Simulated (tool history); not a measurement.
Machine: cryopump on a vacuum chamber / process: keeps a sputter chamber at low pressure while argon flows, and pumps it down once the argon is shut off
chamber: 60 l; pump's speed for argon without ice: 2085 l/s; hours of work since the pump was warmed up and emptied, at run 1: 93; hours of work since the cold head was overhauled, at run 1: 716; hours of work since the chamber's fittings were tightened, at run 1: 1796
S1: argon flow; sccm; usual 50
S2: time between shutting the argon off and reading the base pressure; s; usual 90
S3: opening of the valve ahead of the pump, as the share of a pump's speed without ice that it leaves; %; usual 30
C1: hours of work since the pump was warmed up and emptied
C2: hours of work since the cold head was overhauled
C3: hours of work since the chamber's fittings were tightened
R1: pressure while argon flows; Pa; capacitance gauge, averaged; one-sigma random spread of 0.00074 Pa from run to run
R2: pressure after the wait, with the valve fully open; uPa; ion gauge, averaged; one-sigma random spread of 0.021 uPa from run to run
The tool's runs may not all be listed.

{"run": 1, "hour": 0.0, "S1": 50, "S2": 90, "S3": 30, "C1": 93, "C2": 716, "C3": 1796, "R1": 0.1369, "R2": 0.77}
{"run": 2, "hour": 117.4, "S1": 50, "S2": 90, "S3": 30, "C1": 158, "C2": 781, "C3": 1861, "R1": 0.1376, "R2": 0.8}
{"run": 3, "hour": 216.1, "S1": 37, "S2": 90, "S3": 30, "C1": 213, "C2": 836, "C3": 1915, "R1": 0.1022, "R2": 0.83}
{"run": 4, "hour": 300.0, "S1": 37, "S2": 90, "S3": 30, "C1": 259, "C2": 882, "C3": 1962, "R1": 0.102, "R2": 0.87}
{"run": 5, "hour": 381.4, "S1": 50, "S2": 114, "S3": 30, "C1": 304, "C2": 927, "C3": 2007, "R1": 0.1398, "R2": 0.81}
{"run": 6, "hour": 448.9, "S1": 50, "S2": 114, "S3": 30, "C1": 342, "C2": 965, "C3": 2044, "R1": 0.1398, "R2": 0.81}
{"run": 7, "hour": 526.2, "S1": 50, "S2": 114, "S3": 20, "C1": 385, "C2": 1008, "C3": 2087, "R1": 0.2081, "R2": 0.87}
{"run": 8, "hour": 592.9, "S1": 50, "S2": 191, "S3": 20, "C1": 421, "C2": 1044, "C3": 2124, "R1": 0.2102, "R2": 0.86}
{"run": 9, "hour": 692.6, "S1": 50, "S2": 191, "S3": 20, "C1": 477, "C2": 1100, "C3": 2179, "R1": 0.2099, "R2": 0.85}
{"run": 10, "hour": 805.9, "S1": 50, "S2": 191, "S3": 19, "C1": 539, "C2": 1162, "C3": 2242, "R1": 0.2226, "R2": 0.9}
{"run": 11, "hour": 884.9, "S1": 64, "S2": 76, "S3": 17, "C1": 583, "C2": 1206, "C3": 2285, "R1": 0.317, "R2": 1.03}
{"hour": 928.2, "done": "pump warmed up, emptied and cooled again"}
{"run": 12, "hour": 978.4, "S1": 64, "S2": 76, "S3": 17, "C1": 28, "C2": 1255, "C3": 2334, "R1": 0.3066, "R2": 0.96}
{"hour": 1022.3, "done": "leaking fittings of the chamber tightened, without venting"}
{"run": 13, "hour": 1078.2, "S1": 23, "S2": 86, "S3": 57, "C1": 82, "C2": 1309, "C3": 31, "R1": 0.0333, "R2": 0.28}
{"run": 14, "hour": 1134.0, "S1": 23, "S2": 86, "S3": 57, "C1": 113, "C2": 1340, "C3": 62, "R1": 0.033, "R2": 0.35}
{"run": 15, "hour": 1187.0, "S1": 53, "S2": 177, "S3": 24, "C1": 142, "C2": 1369, "C3": 91, "R1": 0.1814, "R2": 0.32}
{"run": 16, "hour": 1257.0, "S1": 53, "S2": 91, "S3": 24, "C1": 181, "C2": 1408, "C3": 130, "R1": 0.1828, "R2": 0.34}
{"run": 17, "hour": 1340.0, "S1": 53, "S2": 91, "S3": 24, "C1": 227, "C2": 1454, "C3": 176, "R1": 0.1832, "R2": 0.37}
{"run": 18, "hour": 1436.4, "S1": 29, "S2": 90, "S3": 30, "C1": 280, "C2": 1507, "C3": 229, "R1": 0.0793, "R2": 0.38}
{"run": 19, "hour": 1533.4, "S1": 50, "S2": 147, "S3": 30, "C1": 334, "C2": 1561, "C3": 283, "R1": 0.1404, "R2": 0.33}
{"run": 20, "hour": 1598.1, "S1": 33, "S2": 29, "S3": 39, "C1": 370, "C2": 1597, "C3": 319, "R1": 0.0722, "R2": 0.75}

What if the next run were any one of these 4? Each begins from the tool's condition after run 20:
{"run": "A", "hour": 1656.5, "S1": 30, "S2": 32, "S3": 30, "C1": 402, "C2": 1629, "C3": 351, "R1": "?", "R2": "?"}
{"run": "B", "hour": 1656.5, "S1": 50, "S2": 22, "S3": 30, "C1": 402, "C2": 1629, "C3": 351, "R1": "?", "R2": "?"}
{"run": "C", "hour": 1656.5, "S1": 33, "S2": 29, "S3": 16, "C1": 402, "C2": 1629, "C3": 351, "R1": "?", "R2": "?"}
{"run": "D", "hour": 1656.5, "S1": 25, "S2": 42, "S3": 39, "C1": 402, "C2": 1629, "C3": 351, "R1": "?", "R2": "?"}

run=A R1=0.0847 R2=0.72
run=B R1=0.1413 R2=0.97
run=C R1=0.1691 R2=0.78
run=D R1=0.0543 R2=0.62
Without the tool's hidden state the same runs would have given:
run=A R1=0.0813 R2=0.58
run=B R1=0.1355 R2=0.84
run=C R1=0.1653 R2=0.65
run=D R1=0.0514 R2=0.49
